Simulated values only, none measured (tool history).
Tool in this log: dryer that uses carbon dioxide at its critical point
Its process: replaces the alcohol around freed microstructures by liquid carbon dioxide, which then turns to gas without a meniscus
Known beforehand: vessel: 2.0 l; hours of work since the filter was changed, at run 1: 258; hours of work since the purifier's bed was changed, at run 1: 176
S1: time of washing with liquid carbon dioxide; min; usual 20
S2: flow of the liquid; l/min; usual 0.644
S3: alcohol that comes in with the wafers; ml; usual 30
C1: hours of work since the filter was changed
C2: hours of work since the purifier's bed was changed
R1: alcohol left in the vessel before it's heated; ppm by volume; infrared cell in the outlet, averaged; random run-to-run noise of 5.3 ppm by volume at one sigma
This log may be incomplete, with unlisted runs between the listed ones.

Run 1, day 0.000: usual settings; C1 258; C2 176. Result: R1 194 ppm by volume.
Run 2, day 1.312: usual settings; C1 272; C2 190. Result: R1 201 ppm by volume.
Run 3, day 2.150: usual settings; C1 281; C2 199. Result: R1 198 ppm by volume.
Run 4, day 3.446: usual settings; C1 294; C2 212. Result: R1 213 ppm by volume.
Run 5, day 4.454: usual settings; C1 304; C2 222. Result: R1 210 ppm by volume.
Run 6, day 5.246: usual settings; C1 312; C2 230. Result: R1 222 ppm by volume.
At day 5.704: inlet filter changed.
Run 7, day 6.342: usual settings; C1 7; C2 241. Result: R1 171 ppm by volume.
Run 8, day 7.750: usual settings; C1 21; C2 256. Result: R1 173 ppm by volume.
Run 9, day 8.871: usual settings but S1 16 min; C1 33; C2 267. Result: R1 366 ppm by volume.
Run 10, day 9.508: usual settings but S1 16 min, S2 0.510 l/min; C1 39; C2 274. Result: R1 782 ppm by volume.
Run 11, day 10.258: usual settings but S1 14 min, S2 0.540 l/min; C1 47; C2 282. Result: R1 946 ppm by volume.
Run 12, day 11.396: usual settings but S1 17 min, S2 1.024 l/min, S3 75 ml; C1 59; C2 293. Result: R1 118 ppm by volume.
Run 13, day 12.504: usual settings but S1 21 min, S2 0.596 l/min, S3 21 ml; C1 70; C2 305. Result: R1 173 ppm by volume.
Run 14, day 13.583: usual settings but S1 21 min, S2 0.596 l/min, S3 21 ml; C1 81; C2 316. Result: R1 173 ppm by volume.
Run 15, day 15.000: usual settings but S1 21 min, S2 0.596 l/min, S3 21 ml; C1 96; C2 331. Result: R1 178 ppm by volume.
Run 16, day 15.767: usual settings but S1 21 min, S2 0.596 l/min, S3 21 ml; C1 104; C2 339. Result: R1 187 ppm by volume.
Run 17, day 16.358: usual settings but S1 21 min, S2 0.596 l/min, S3 21 ml; C1 110; C2 345. Result: R1 188 ppm by volume.
Run 18, day 17.350: usual settings but S2 0.924 l/min, S3 104 ml; C1 120; C2 355. Result: R1 129 ppm by volume.
Run 19, day 18.296: usual settings but S3 65 ml; C1 130; C2 365. Result: R1 358 ppm by volume.

Below are 3 alternative next runs, each starting from the tool's condition after run 19. Predict each:
Run A, day 19.096: usual settings but S1 25 min, S2 0.446 l/min, S3 61 ml; C1 138; C2 373. Result: R1 ?.
Run B, day 19.096: usual settings but S1 16 min, S3 65 ml; C1 138; C2 373. Result: R1 ?.
Run C, day 19.096: usual settings but S1 15 min, S2 1.007 l/min, S3 103 ml; C1 138; C2 373. Result: R1 ?.

run   R1
  A  647
  B  810
  C  249
With the hidden condition removed and each run's random variation left untouched, the same runs would have given:
run   R1
  A  484
  B  629
  C  129
